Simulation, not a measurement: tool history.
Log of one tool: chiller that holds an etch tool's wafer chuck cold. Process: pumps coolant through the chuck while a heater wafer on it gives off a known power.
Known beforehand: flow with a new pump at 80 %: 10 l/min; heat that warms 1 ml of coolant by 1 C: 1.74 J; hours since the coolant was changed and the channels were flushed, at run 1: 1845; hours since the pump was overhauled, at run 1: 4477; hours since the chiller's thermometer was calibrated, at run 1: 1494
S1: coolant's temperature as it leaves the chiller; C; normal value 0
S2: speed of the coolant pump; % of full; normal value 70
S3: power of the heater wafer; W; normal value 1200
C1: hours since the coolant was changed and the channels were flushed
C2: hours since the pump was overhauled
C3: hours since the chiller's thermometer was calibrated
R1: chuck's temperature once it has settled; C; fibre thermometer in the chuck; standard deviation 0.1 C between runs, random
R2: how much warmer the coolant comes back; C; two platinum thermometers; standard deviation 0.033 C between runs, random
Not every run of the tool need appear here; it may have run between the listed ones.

run	hour	S1	S2	S3	C1	C2	C3	R1	R2
1	0	0	70	1200	1845	4477	1494	12.4	4.78
2	131.7	0	70	830	1976	4609	1626	8.5	3.3
3	245	0	65	1200	2090	4722	1739	13.4	5.17
4	356.1	0	65	1200	2201	4833	1850	13.6	5.14
5	453.4	0	70	1301	2298	4930	1947	13.5	5.16
# hour 509.9: chiller's thermometer calibrated
6	523.4	0	88	1301	2367	5000	14	11.1	4.05
7	628.9	0	92	1301	2472	5105	119	10.6	3.81
8	767.6	0	92	1301	2611	5244	258	10.7	3.8
9	845.2	0	92	1301	2689	5321	335	10.7	3.82
10	980.5	0	92	1301	2824	5457	471	10.5	3.78
11	1127	-9	81	1391	2971	5603	617	3.8	4.64
12	1234	-9	81	1391	3078	5710	724	3.7	4.61
13	1347.4	-9	81	1391	3191	5824	838	3.7	4.57
14	1479.4	4	70	863	3323	5956	970	12.9	3.28
15	1625.4	3	65	688	3469	6101	1116	10.6	2.79
16	1714.6	0	85	1200	3558	6191	1205	10.6	3.78
17	1826.1	-6	75	1200	3670	6302	1316	5.7	4.3
18	1969.6	-6	75	1200	3813	6446	1460	5.7	4.28
19	2079.8	-1	70	1200	3923	6556	1570	11.5	4.59

Forecast run 20:
20	2175.8	-6	83	1351	4019	6652	1666	?	?

{"run 20": {"R1": 6.3, "R2": 4.26}}
With no hidden state in the tool, this same run would have given R1 6.2 C, R2 4.43 C.

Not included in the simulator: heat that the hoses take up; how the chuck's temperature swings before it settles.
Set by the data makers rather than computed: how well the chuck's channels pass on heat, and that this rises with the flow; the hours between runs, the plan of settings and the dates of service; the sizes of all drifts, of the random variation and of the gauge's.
